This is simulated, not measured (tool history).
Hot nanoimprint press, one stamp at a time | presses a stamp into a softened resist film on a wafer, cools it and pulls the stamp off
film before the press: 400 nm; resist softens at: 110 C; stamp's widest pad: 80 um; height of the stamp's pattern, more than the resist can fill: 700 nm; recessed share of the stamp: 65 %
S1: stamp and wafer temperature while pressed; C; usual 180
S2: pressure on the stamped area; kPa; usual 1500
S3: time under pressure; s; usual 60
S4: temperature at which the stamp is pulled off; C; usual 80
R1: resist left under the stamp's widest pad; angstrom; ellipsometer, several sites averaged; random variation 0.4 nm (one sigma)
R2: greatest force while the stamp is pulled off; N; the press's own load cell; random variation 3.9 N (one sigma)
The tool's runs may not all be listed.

run 1 day=0.000 | S1=180 S2=1500 S3=60 S4=80 | R1=1890 R2=264
run 2 day=0.592 | S1=180 S2=1500 S3=60 S4=80 | R1=1878 R2=281
run 3 day=1.575 | S1=180 S2=1500 S3=60 S4=80 | R1=1884 R2=282
-- day=2.479 plate thermocouple calibrated
run 4 day=2.612 | S1=180 S2=1500 S3=60 S4=80 | R1=1941 R2=272
-- day=3.012 stamp cleaned and given a new release coat
run 5 day=3.325 | S1=180 S2=1500 S3=60 S4=80 | R1=1940 R2=188
run 6 day=4.271 | S1=180 S2=1500 S3=60 S4=80 | R1=1938 R2=192
run 7 day=5.025 | S1=180 S2=1500 S3=60 S4=80 | R1=1933 R2=192
run 8 day=5.775 | S1=180 S2=1500 S3=60 S4=80 | R1=1934 R2=190
run 9 day=6.696 | S1=180 S2=1500 S3=60 S4=80 | R1=1935 R2=196
run 10 day=7.200 | S1=180 S2=1690 S3=60 S4=80 | R1=1845 R2=205
run 11 day=7.942 | S1=180 S2=1690 S3=60 S4=80 | R1=1845 R2=207
run 12 day=8.962 | S1=184 S2=1420 S3=60 S4=80 | R1=1673 R2=210
run 13 day=9.704 | S1=169 S2=1040 S3=66 S4=72 | R1=3067 R2=217
run 14 day=10.154 | S1=169 S2=1040 S3=66 S4=72 | R1=3058 R2=228
run 15 day=11.204 | S1=173 S2=1500 S3=48 S4=80 | R1=2684 R2=208
run 16 day=12.100 | S1=173 S2=1500 S3=101 S4=80 | R1=2121 R2=211
run 17 day=12.638 | S1=181 S2=1040 S3=89 S4=76 | R1=1819 R2=232
run 18 day=13.167 | S1=173 S2=930 S3=87 S4=69 | R1=2586 R2=237
run 19 day=13.738 | S1=171 S2=1500 S3=86 S4=84 | R1=2426 R2=216
run 20 day=14.367 | S1=171 S2=2270 S3=86 S4=84 | R1=2111 R2=214
run 21 day=15.167 | S1=189 S2=1390 S3=104 S4=84 | R1=1057 R2=219
run 22 day=15.871 | S1=172 S2=1460 S3=85 S4=81 | R1=2352 R2=232

Measured less the same run without the tool's hidden state. The same run-to-run variation is in both; the gauge's scatter may not be:
The hidden state here: true temperature over the reading, C; pressure that arrives at the usual setting, %; grip of the stamp's worn release coat, % over a new coat's; drift of the gauge itself on residual_nm, %; drift of the gauge itself on pull_off_n, %.
run=1 R1=-61 R2=+81
run=2 R1=-61 R2=+88
run=3 R1=-64 R2=+92
run=4 R1=-7 R2=+92
run=5 R1=-8 R2=+0
run=6 R1=-10 R2=+3
run=7 R1=-12 R2=+6
run=8 R1=-13 R2=+9
run=9 R1=-16 R2=+12
run=10 R1=-14 R2=+14
run=11 R1=-16 R2=+17
run=12 R1=-18 R2=+21
run=13 R1=-34 R2=+24
run=14 R1=-34 R2=+27
run=15 R1=-33 R2=+28
run=16 R1=-37 R2=+30
run=17 R1=-36 R2=+35
run=18 R1=-48 R2=+38
run=19 R1=-43 R2=+36
run=20 R1=-32 R2=+37
run=21 R1=-20 R2=+40
run=22 R1=-49 R2=+45
